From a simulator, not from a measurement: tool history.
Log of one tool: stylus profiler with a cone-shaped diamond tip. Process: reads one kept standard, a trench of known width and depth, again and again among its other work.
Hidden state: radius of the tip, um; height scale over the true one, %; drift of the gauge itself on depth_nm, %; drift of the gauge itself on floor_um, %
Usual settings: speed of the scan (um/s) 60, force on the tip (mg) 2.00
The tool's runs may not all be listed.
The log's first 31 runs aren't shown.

run	day	speed of the scan (um/s)	force on the tip (mg)	scans with this tip	hours of work since the height scale was calibrated	depth of the trench (Å)	width of the trench's floor (um)
32	64.317	105	1.09	12703	239	1004.0	27.85
33	66.150	105	1.09	12851	263	1004.1	27.92
34	67.850	105	1.09	12989	286	1004.0	27.84
35	69.683	88	0.75	13138	310	1003.0	27.88
36	72.017	60	1.13	13327	341	1003.3	28.06
37	74.208	60	1.13	13504	370	1004.0	28.02
38	77.038	132	1.28	13734	408	1004.2	27.82
39	79.638	119	2.00	13944	443	1005.3	27.92
40	80.967	119	2.00	14052	461	1005.5	27.95
41	82.171	17	2.00	14150	477	1005.7	28.13
42	84.075	135	1.72	14304	502	1004.5	27.84
43	85.500	46	3.05	14420	521	1007.9	28.19
44	88.304	60	1.51	14647	558	1004.1	28.04
45	91.021	128	2.94	14867	595	1007.4	27.89

Forecast each of these 3 alternatives for the next run:
A	93.179	60	1.16	15042	623	?	?
B	93.179	93	3.31	15042	623	?	?
C	93.179	22	1.45	15042	623	?	?

run	depth of the trench (Å)	width of the trench's floor (um)
A	1003.7	27.95
B	1008.1	28.03
C	1004.1	28.15
Without the tool's hidden state the same runs would have given:
run	depth of the trench (Å)	width of the trench's floor (um)
A	1004.5	28.36
B	1008.9	28.44
C	1005.0	28.56
